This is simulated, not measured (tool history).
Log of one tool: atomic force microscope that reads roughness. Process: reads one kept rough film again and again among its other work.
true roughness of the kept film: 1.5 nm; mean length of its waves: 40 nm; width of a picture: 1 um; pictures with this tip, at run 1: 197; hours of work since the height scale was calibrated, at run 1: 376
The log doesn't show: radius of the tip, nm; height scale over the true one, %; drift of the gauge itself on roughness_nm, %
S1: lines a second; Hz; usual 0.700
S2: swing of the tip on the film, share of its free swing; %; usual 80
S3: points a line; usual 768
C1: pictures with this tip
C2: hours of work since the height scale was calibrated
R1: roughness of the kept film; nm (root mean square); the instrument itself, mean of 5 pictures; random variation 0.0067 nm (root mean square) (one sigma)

{"run": 1, "day": 0.0, "S1": 0.7, "S2": 80, "S3": 768, "C1": 197, "C2": 376, "R1": 1.244}
{"run": 2, "day": 2.371, "S1": 0.7, "S2": 80, "S3": 768, "C1": 249, "C2": 399, "R1": 1.24}
{"day": 3.462, "done": "new tip fitted"}
{"run": 3, "day": 4.604, "S1": 0.7, "S2": 80, "S3": 768, "C1": 25, "C2": 422, "R1": 1.345}
{"run": 4, "day": 6.792, "S1": 0.7, "S2": 80, "S3": 768, "C1": 73, "C2": 444, "R1": 1.323}
{"run": 5, "day": 8.925, "S1": 0.7, "S2": 80, "S3": 768, "C1": 120, "C2": 465, "R1": 1.311}
{"run": 6, "day": 10.875, "S1": 0.7, "S2": 80, "S3": 768, "C1": 163, "C2": 485, "R1": 1.282}
{"run": 7, "day": 12.488, "S1": 0.7, "S2": 80, "S3": 768, "C1": 199, "C2": 501, "R1": 1.265}
{"run": 8, "day": 15.433, "S1": 0.7, "S2": 80, "S3": 768, "C1": 264, "C2": 530, "R1": 1.24}
{"day": 15.692, "done": "new tip fitted"}
{"run": 9, "day": 16.829, "S1": 1.069, "S2": 80, "S3": 567, "C1": 25, "C2": 544, "R1": 1.303}
{"run": 10, "day": 18.262, "S1": 0.813, "S2": 61, "S3": 768, "C1": 57, "C2": 558, "R1": 1.382}
{"run": 11, "day": 20.533, "S1": 3.073, "S2": 88, "S3": 467, "C1": 107, "C2": 581, "R1": 0.988}
{"run": 12, "day": 22.829, "S1": 1.885, "S2": 85, "S3": 770, "C1": 157, "C2": 604, "R1": 1.123}
{"run": 13, "day": 24.729, "S1": 0.612, "S2": 88, "S3": 770, "C1": 199, "C2": 623, "R1": 1.25}
{"run": 14, "day": 26.092, "S1": 3.884, "S2": 57, "S3": 396, "C1": 229, "C2": 637, "R1": 1.218}
{"day": 27.95, "done": "new tip fitted"}
{"run": 15, "day": 28.738, "S1": 1.07, "S2": 80, "S3": 900, "C1": 17, "C2": 663, "R1": 1.311}

Forecast each of these 4 alternatives for the next run:
{"run": "A", "day": 30.467, "S1": 0.735, "S2": 80, "S3": 422, "C1": 55, "C2": 681, "R1": "?"}
{"run": "B", "day": 30.467, "S1": 1.07, "S2": 71, "S3": 910, "C1": 55, "C2": 681, "R1": "?"}
{"run": "C", "day": 30.467, "S1": 1.225, "S2": 80, "S3": 768, "C1": 55, "C2": 681, "R1": "?"}
{"run": "D", "day": 30.467, "S1": 1.295, "S2": 83, "S3": 290, "C1": 55, "C2": 681, "R1": "?"}

run=A R1=1.326
run=B R1=1.354
run=C R1=1.261
run=D R1=1.245
Without the tool's hidden state the same runs would have given:
run=A R1=1.350
run=B R1=1.379
run=C R1=1.284
run=D R1=1.267

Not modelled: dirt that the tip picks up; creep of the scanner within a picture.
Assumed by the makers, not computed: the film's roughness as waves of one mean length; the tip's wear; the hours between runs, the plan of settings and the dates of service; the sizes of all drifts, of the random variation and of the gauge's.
